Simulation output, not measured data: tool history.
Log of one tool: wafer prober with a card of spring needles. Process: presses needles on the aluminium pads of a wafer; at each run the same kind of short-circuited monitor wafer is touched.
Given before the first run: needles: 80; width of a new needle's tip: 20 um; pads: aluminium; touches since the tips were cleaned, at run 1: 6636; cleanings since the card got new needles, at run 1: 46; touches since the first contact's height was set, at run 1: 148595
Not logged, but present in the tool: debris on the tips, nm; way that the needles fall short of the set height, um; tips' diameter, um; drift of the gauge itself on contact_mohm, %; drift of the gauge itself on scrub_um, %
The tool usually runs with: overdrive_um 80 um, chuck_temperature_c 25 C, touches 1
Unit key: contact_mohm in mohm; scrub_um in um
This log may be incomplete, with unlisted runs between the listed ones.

run	hour	overdrive_um	chuck_temperature_c	touches	touches since the tips were cleaned	cleanings since the card got new needles	touches since the first contact's height was set	contact_mohm	scrub_um
1	0	80	25	1	6636	46	148595	239	18.02
# hour 12.6: tips cleaned on abrasive film
# hour 40.3: tips cleaned on abrasive film
# hour 56.7: height of the first contact set anew
# hour 67: tips cleaned on abrasive film
2	80.1	80	25	1	4661	49	8283	238	18
# hour 95.7: tips cleaned on abrasive film
# hour 126: tips cleaned on abrasive film
3	144.4	80	25	2	6522	51	31092	242	18.06
# hour 156.2: tips cleaned on abrasive film
# hour 184.5: tips cleaned on abrasive film
4	196.9	80	25	1	4449	53	49741	237	17.97
# hour 212.6: tips cleaned on abrasive film
5	237.3	80	25	1	8774	54	64056	237	18.02
# hour 241: tips cleaned on abrasive film
# hour 267: tips cleaned on abrasive film
# hour 296.6: tips cleaned on abrasive film
6	307.4	80	25	1	3823	57	88907	240	18.02
# hour 326.2: tips cleaned on abrasive film
# hour 351.5: tips cleaned on abrasive film
7	374.5	80	25	2	8198	59	112735	235	18.03
# hour 378.3: tips cleaned on abrasive film
# hour 404.3: tips cleaned on abrasive film
# hour 431.3: tips cleaned on abrasive film
8	435.9	80	25	2	1657	62	134482	243	18.01
# hour 458.3: tips cleaned on abrasive film
# hour 485.5: tips cleaned on abrasive film
9	485.5	80	25	2	0	64	152072	239	18.05
# hour 513.6: tips cleaned on abrasive film
# hour 534.2: height of the first contact set anew
# hour 540.3: tips cleaned on abrasive film
10	547.8	80	25	2	2692	66	4827	239	18.02
# hour 565.4: tips cleaned on abrasive film
# hour 595.8: tips cleaned on abrasive film
# hour 624.3: tips cleaned on abrasive film
11	626	80	25	2	629	69	32550	240	18
# hour 651.2: tips cleaned on abrasive film
# hour 677.8: tips cleaned on abrasive film
# hour 705.1: tips cleaned on abrasive film
12	706	81	118	1	316	72	60925	260	18.23
# hour 733.8: tips cleaned on abrasive film
# hour 763.1: tips cleaned on abrasive film
13	773.1	81	118	1	3538	74	84723	260	18.25
# hour 789.6: tips cleaned on abrasive film
# hour 816.4: tips cleaned on abrasive film
14	829.7	81	45	1	4753	76	104821	245	18.22
# hour 846.8: tips cleaned on abrasive film
# hour 874.9: tips cleaned on abrasive film
15	875.1	81	45	1	97	78	120910	242	18.26
# hour 903: tips cleaned on abrasive film
# hour 931.2: tips cleaned on abrasive film
16	933.4	74	27	1	771	80	141582	239	16.69
# hour 960.5: tips cleaned on abrasive film
# hour 990.8: tips cleaned on abrasive film
# hour 1009.7: height of the first contact set anew
# hour 1019.1: tips cleaned on abrasive film
17	1019.1	66	49	1	0	83	3313	250	14.89
# hour 1046.9: tips cleaned on abrasive film
# hour 1072.5: tips cleaned on abrasive film
18	1088	69	25	1	5514	85	27774	241	15.52
# hour 1099.5: tips cleaned on abrasive film
# hour 1128.8: tips cleaned on abrasive film
19	1134.5	69	25	1	2035	87	44248	239	15.51
# hour 1158.2: tips cleaned on abrasive film
# hour 1188.3: tips cleaned on abrasive film
20	1200.4	76	25	2	4276	89	67625	239	17.09
# hour 1213.6: tips cleaned on abrasive film
# hour 1241: tips cleaned on abrasive film
21	1260.7	76	25	2	7020	91	89037	239	17.05
# hour 1267: tips cleaned on abrasive film
# hour 1296.9: tips cleaned on abrasive film
# hour 1322.3: tips cleaned on abrasive film
22	1346.3	76	25	2	8538	94	119400	237	17.11

What if the next run were any one of these 3? Each begins from the tool's condition after run 22:
# hour 1350.5: tips cleaned on abrasive film
# hour 1378.1: tips cleaned on abrasive film
# hour 1406.6: tips cleaned on abrasive film
A	1428.5	78	46	3	7814	97	148557	?	?
# hour 1350.5: tips cleaned on abrasive film
# hour 1378.1: tips cleaned on abrasive film
# hour 1406.6: tips cleaned on abrasive film
B	1428.5	76	25	2	7814	97	148557	?	?
# hour 1350.5: tips cleaned on abrasive film
# hour 1378.1: tips cleaned on abrasive film
# hour 1406.6: tips cleaned on abrasive film
C	1428.5	80	78	2	7814	97	148557	?	?

run	contact_mohm	scrub_um
A	246	17.53
B	241	17.19
C	251	18.04
Without the tool's hidden state the same runs would have given:
run	contact_mohm	scrub_um
A	245	17.53
B	241	17.19
C	251	18.05
